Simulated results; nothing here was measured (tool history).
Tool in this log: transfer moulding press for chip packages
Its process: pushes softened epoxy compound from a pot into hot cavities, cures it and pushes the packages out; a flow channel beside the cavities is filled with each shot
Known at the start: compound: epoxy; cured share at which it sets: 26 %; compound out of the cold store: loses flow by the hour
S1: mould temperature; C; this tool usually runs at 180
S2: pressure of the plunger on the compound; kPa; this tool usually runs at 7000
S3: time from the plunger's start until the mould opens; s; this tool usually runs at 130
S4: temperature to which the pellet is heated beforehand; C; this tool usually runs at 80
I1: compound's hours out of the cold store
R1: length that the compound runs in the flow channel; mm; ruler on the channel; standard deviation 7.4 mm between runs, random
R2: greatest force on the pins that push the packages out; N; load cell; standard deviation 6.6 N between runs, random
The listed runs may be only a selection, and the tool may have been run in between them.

Run 1, hour 0.0: usual settings; I1 32.9. Result: R1 813 mm, R2 250 N.
Run 2, hour 6.9: usual settings; I1 37.3. Result: R1 792 mm, R2 267 N.
Run 3, hour 12.0: usual settings; I1 18.6. Result: R1 895 mm, R2 267 N.
Run 4, hour 17.5: usual settings but S4 74 C; I1 46.5. Result: R1 756 mm, R2 266 N.
Run 5, hour 22.6: usual settings but S4 74 C; I1 8.0. Result: R1 953 mm, R2 267 N.
Run 6, hour 28.7: usual settings but S4 81 C; I1 15.3. Result: R1 916 mm, R2 269 N.
At hour 33.0: cavities cleaned with cleaning compound and waxed.
Run 7, hour 40.9: usual settings but S4 81 C; I1 19.5. Result: R1 890 mm, R2 278 N.
Run 8, hour 52.5: usual settings but S3 117 s; I1 32.9. Result: R1 820 mm, R2 297 N.
Run 9, hour 58.1: usual settings but S4 87 C; I1 24.1. Result: R1 870 mm, R2 268 N.
Run 10, hour 66.7: usual settings but S4 87 C; I1 46.8. Result: R1 759 mm, R2 245 N.
Run 11, hour 73.9: usual settings but S4 87 C; I1 22.1. Result: R1 871 mm, R2 268 N.
Run 12, hour 85.2: usual settings but S4 87 C; I1 16.0. Result: R1 912 mm, R2 273 N.
Run 13, hour 92.5: usual settings but S4 87 C; I1 47.1. Result: R1 746 mm, R2 252 N.
Run 14, hour 100.5: usual settings; I1 33.7. Result: R1 805 mm, R2 263 N.
Run 15, hour 112.6: usual settings but S1 184 C, S2 5960 kPa; I1 36.1. Result: R1 730 mm, R2 236 N.
Run 16, hour 119.1: usual settings but S1 184 C, S2 5960 kPa, S3 142 s, S4 71 C; I1 32.2. Result: R1 749 mm, R2 219 N.
Run 17, hour 126.3: usual settings but S2 7040 kPa, S3 155 s; I1 32.7. Result: R1 814 mm, R2 239 N.
Run 18, hour 137.8: usual settings but S2 7040 kPa, S3 155 s, S4 87 C; I1 8.9. Result: R1 955 mm, R2 226 N.
At hour 140.1: cavities cleaned with cleaning compound and waxed.
Run 19, hour 149.7: usual settings but S2 7040 kPa, S3 155 s, S4 87 C; I1 22.1. Result: R1 874 mm, R2 224 N.
Run 20, hour 161.5: usual settings but S1 182 C, S2 8700 kPa, S3 137 s, S4 83 C; I1 47.7. Result: R1 826 mm, R2 227 N.
Run 21, hour 169.4: usual settings but S1 178 C, S2 8400 kPa, S3 158 s; I1 23.7. Result: R1 953 mm, R2 243 N.
Run 22, hour 176.9: usual settings but S1 178 C, S2 8400 kPa, S3 158 s; I1 20.9. Result: R1 974 mm, R2 241 N.
Run 23, hour 183.3: usual settings but S1 178 C, S2 8400 kPa, S3 158 s; I1 43.0. Result: R1 860 mm, R2 219 N.
Run 24, hour 191.7: usual settings but S1 178 C, S2 8400 kPa, S3 158 s; I1 19.9. Result: R1 977 mm, R2 245 N.
Run 25, hour 201.4: usual settings but S1 172 C; I1 30.4. Result: R1 873 mm, R2 466 N.
Run 26, hour 206.6: usual settings but S1 172 C; I1 14.5. Result: R1 951 mm, R2 494 N.
Run 27, hour 217.2: usual settings but S1 172 C; I1 39.5. Result: R1 821 mm, R2 435 N.
Run 28, hour 223.2: usual settings but S1 172 C; I1 16.0. Result: R1 957 mm, R2 476 N.

Consider 4 possible next runs. They are alternatives, not a sequence: every one starts from the tool as it was left by run 28. What does each give?
Run A, hour 232.0: usual settings but S1 176 C, S2 7590 kPa, S4 75 C; I1 38.5. Result: R1 ?, R2 ?.
Run B, hour 232.0: usual settings but S2 5260 kPa, S4 78 C; I1 9.5. Result: R1 ?, R2 ?.
Run C, hour 232.0: usual settings but S1 172 C, S4 82 C; I1 24.5. Result: R1 ?, R2 ?.
Run D, hour 232.0: usual settings but S1 174 C, S3 114 s, S4 88 C; I1 9.6. Result: R1 ?, R2 ?.

run   R1   R2
  A  841  326
  B  812  264
  C  895  468
  D  977  560
With no hidden state in the tool, these same runs would have given:
run   R1   R2
  A  842  322
  B  813  261
  C  896  463
  D  978  554
